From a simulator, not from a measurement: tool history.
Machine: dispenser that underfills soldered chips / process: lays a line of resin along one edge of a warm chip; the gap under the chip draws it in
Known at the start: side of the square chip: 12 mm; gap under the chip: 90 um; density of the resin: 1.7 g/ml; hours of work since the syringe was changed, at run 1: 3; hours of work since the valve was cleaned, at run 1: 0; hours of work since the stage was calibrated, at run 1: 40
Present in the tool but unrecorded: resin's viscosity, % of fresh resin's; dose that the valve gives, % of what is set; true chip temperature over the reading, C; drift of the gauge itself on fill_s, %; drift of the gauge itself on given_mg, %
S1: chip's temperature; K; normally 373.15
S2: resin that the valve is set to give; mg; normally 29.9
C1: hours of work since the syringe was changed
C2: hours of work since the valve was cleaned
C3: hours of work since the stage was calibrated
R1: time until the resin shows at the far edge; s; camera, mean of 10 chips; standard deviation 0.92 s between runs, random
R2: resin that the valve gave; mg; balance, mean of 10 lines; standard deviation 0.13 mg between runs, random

run	hour	S1	S2	C1	C2	C3	R1	R2
1	0.0	373.15	29.9	3	0	40	101.8	29.67
2	2.4	360.15	29.9	5	2	42	166.8	29.76
# hour 5.4: new syringe of resin
3	8.2	374.15	29.9	2	6	46	93.0	29.85
4	11.5	373.15	29.9	5	9	49	105.9	29.60
# hour 15.2: new syringe of resin
5	16.2	373.15	29.9	1	12	52	91.4	29.70
6	20.9	373.15	29.9	4	16	56	106.3	29.58
# hour 24.6: new syringe of resin
7	25.0	373.15	29.9	0	19	59	88.5	29.47
8	28.5	373.15	37.5	3	22	62	95.4	37.03
9	31.6	373.15	37.8	6	24	64	105.0	37.42
# hour 34.3: new syringe of resin
10	34.3	373.15	33.4	0	26	66	86.0	33.06
11	38.2	373.15	33.4	3	29	69	97.8	32.85
# hour 43.7: new syringe of resin
12	43.7	373.15	33.4	0	33	73	85.4	32.67
13	46.6	373.15	33.4	2	36	75	93.9	32.81
14	51.8	373.15	29.9	6	40	79	116.2	29.29
# hour 53.1: new syringe of resin
15	57.3	373.15	29.9	3	44	83	100.2	29.41
16	60.9	373.15	29.9	6	47	86	113.4	29.24
# hour 62.8: new syringe of resin
17	66.2	373.15	29.9	3	51	90	99.9	29.47
18	69.5	373.15	29.9	5	53	93	112.1	29.03
# hour 72.6: new syringe of resin
19	73.0	375.15	30.9	0	56	95	85.2	29.89
20	78.4	366.15	29.9	5	60	100	134.7	28.82
# hour 82.2: new syringe of resin
21	84.2	373.15	31.2	2	64	104	96.0	30.18
22	89.3	373.15	31.2	6	68	108	115.9	29.93
# hour 91.8: new syringe of resin
23	94.4	373.15	31.2	2	72	112	97.6	30.03
24	97.3	373.15	32.6	4	74	114	107.0	31.34
# hour 101.4: new syringe of resin
25	101.9	370.15	28.1	0	78	118	100.3	27.03
26	105.6	370.15	28.1	3	81	120	113.3	26.69
27	108.3	385.15	34.4	5	83	123	75.9	33.08
# hour 111.1: new syringe of resin
28	111.5	385.15	34.4	0	85	125	61.8	32.89
29	116.6	387.15	28.7	4	89	129	71.7	27.40
# hour 120.8: new syringe of resin
30	122.3	370.15	32.2	1	93	133	103.3	30.45
31	127.8	372.15	37.8	6	98	137	113.3	35.63
# hour 130.5: new syringe of resin
32	132.4	383.15	28.2	2	101	141	71.7	26.62
33	136.6	373.15	30.4	5	104	144	106.3	28.72
# hour 140.0: new syringe of resin
34	142.2	373.15	30.4	2	109	148	95.3	28.62
# hour 144.8: dispensing valve cleaned and set on the balance
35	146.6	380.15	25.9	4	1	151	89.2	25.72
36	149.0	374.15	38.3	6	3	153	106.7	38.39

Measured minus without-hidden-state, run by run (identical run-to-run variation in each term; gauge scatter may differ):
run	R1	R2
1	+15.0	+0.02
2	+35.6	-0.01
3	+8.9	-0.08
4	+20.1	-0.12
5	+5.6	-0.18
6	+20.9	-0.25
7	+1.6	-0.30
8	+11.7	-0.43
9	+22.0	-0.47
10	+0.8	-0.46
11	+12.6	-0.51
12	+1.5	-0.58
13	+9.9	-0.62
14	+28.7	-0.62
15	+14.0	-0.69
16	+26.8	-0.74
17	+12.8	-0.80
18	+24.5	-0.84
19	+3.6	-0.91
20	+26.8	-0.93
21	+9.6	-1.06
22	+27.7	-1.12
23	+11.4	-1.20
24	+20.8	-1.29
25	+4.3	-1.16
26	+16.9	-1.20
27	+16.3	-1.53
28	+1.8	-1.56
29	+13.3	-1.36
30	+9.0	-1.60
31	+26.5	-1.96
32	+6.1	-1.53
33	+21.4	-1.70
34	+8.7	-1.75
35	+15.5	-0.13
36	+25.3	-0.24

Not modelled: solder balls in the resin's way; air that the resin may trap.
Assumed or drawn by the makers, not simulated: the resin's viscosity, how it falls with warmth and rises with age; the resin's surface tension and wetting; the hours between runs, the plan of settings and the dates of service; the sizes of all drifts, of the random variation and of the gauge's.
